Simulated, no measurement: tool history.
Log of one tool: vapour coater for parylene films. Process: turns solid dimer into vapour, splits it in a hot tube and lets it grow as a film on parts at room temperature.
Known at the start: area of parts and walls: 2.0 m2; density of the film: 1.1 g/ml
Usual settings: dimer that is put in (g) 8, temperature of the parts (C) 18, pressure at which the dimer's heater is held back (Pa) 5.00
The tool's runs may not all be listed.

run     day  dimer that is put in (g)  temperature of the parts (C)  pressure at which the dimer's heater is held back (Pa)  thickness of the film (nm)
  1   0.000                         8                            18                                                    5.00                        2850
  2   1.458                         8                            18                                                    5.00                        2790
  3   3.079                         8                            18                                                    5.00                        2800
  4   4.121                         8                            20                                                    5.00                        2720
  5   5.388                         8                            12                                                    5.00                        3160
  6   6.658                         8                            12                                                    5.00                        3160
  7   8.721                         8                            12                                                    5.00                        3110
  8  10.117                         4                            18                                                    5.00                        1360
  9  11.450                         4                            18                                                    5.00                        1330
 10  13.400                         4                            18                                                    5.00                        1340
 11  14.246                         4                            22                                                    2.30                        1290
     14.467  -- table's thermometer calibrated
     15.800  -- trap's valve overhauled
 12  16.254                         8                            16                                                    9.75                        2900
 13  17.788                         8                            16                                                    9.75                        2830
 14  18.779                         8                            11                                                    7.60                        3240
 15  20.775                         9                            18                                                    5.00                        3190
 16  21.892                        10                            18                                                    5.00                        3500
 17  23.800                        10                            10                                                    2.94                        4270
     24.121  -- table's thermometer calibrated, once more
 18  24.867                         4                            12                                                    2.32                        1630
 19  25.729                         4                            12                                                    2.32                        1630

3 ways to go on from here, each from the tool as it stands after run 19. What would each give?
  A  27.171                         8                            24                                                    3.97                           ?
  B  27.171                         4                            12                                                    3.42                           ?
  C  27.171                         7                            12                                                    6.06                           ?

run  thickness of the film (nm)
  A                        2410
  B                        1580
  C                        2630
Without the tool's hidden state the same runs would have given:
run  thickness of the film (nm)
  A                        2550
  B                        1670
  C                        2780
